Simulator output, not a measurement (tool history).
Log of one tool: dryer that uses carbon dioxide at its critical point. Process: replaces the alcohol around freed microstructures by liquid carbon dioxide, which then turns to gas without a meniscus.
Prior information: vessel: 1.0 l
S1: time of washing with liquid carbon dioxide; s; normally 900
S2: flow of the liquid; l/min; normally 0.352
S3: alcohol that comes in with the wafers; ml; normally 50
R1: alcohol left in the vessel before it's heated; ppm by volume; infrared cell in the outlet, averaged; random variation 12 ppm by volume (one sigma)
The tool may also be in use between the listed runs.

run 1 hour=0 | S1=900 S2=0.352 S3=50 | R1=1073
run 2 hour=46.9 | S1=900 S2=0.215 S3=50 | R1=4951
run 3 hour=93.4 | S1=900 S2=0.215 S3=50 | R1=5035
run 4 hour=131.8 | S1=900 S2=0.215 S3=50 | R1=5026
run 5 hour=177.6 | S1=900 S2=0.215 S3=50 | R1=5218
run 6 hour=203.8 | S1=900 S2=0.215 S3=50 | R1=5241
run 7 hour=230.9 | S1=900 S2=0.215 S3=50 | R1=5318
run 8 hour=267.7 | S1=900 S2=0.215 S3=50 | R1=5214
run 9 hour=289.4 | S1=900 S2=0.352 S3=62 | R1=1578
run 10 hour=332.5 | S1=900 S2=0.352 S3=62 | R1=1591
run 11 hour=355.6 | S1=900 S2=0.352 S3=62 | R1=1622
run 12 hour=386.1 | S1=900 S2=0.352 S3=62 | R1=1640
run 13 hour=414.5 | S1=900 S2=0.352 S3=62 | R1=1658
run 14 hour=444 | S1=900 S2=0.352 S3=62 | R1=1663
run 15 hour=467.1 | S1=780 S2=0.282 S3=62 | R1=5106
run 16 hour=495.7 | S1=660 S2=0.431 S3=56 | R1=2212
run 17 hour=533.8 | S1=660 S2=0.431 S3=80 | R1=3115
-- hour=574 inlet filter changed
run 18 hour=583.1 | S1=1020 S2=0.431 S3=80 | R1=416
run 19 hour=610 | S1=900 S2=0.517 S3=57 | R1=300
run 20 hour=663 | S1=1260 S2=0.334 S3=36 | R1=337
run 21 hour=693.6 | S1=900 S2=0.269 S3=85 | R1=4054
run 22 hour=719.9 | S1=840 S2=0.254 S3=73 | R1=5175
run 23 hour=764.5 | S1=840 S2=0.254 S3=73 | R1=5140
run 24 hour=789.4 | S1=840 S2=0.254 S3=73 | R1=5337
run 25 hour=821.3 | S1=1080 S2=0.233 S3=51 | R1=2421
run 26 hour=857.8 | S1=780 S2=0.374 S3=51 | R1=1435

Below are 4 alternative next runs, each starting from the tool's condition after run 26. Predict each:
run A hour=885.4 | S1=780 S2=0.363 S3=51 | R1=?
run B hour=885.4 | S1=1020 S2=0.509 S3=47 | R1=?
run C hour=885.4 | S1=660 S2=0.374 S3=93 | R1=?
run D hour=885.4 | S1=900 S2=0.352 S3=30 | R1=?

run=A R1=1618
run=B R1=262
run=C R1=4224
run=D R1=765
The same runs, with their run-to-run variation unchanged, on a tool lacking any hidden condition would have given:
run=A R1=1193
run=B R1=47
run=C R1=3465
run=D R1=463
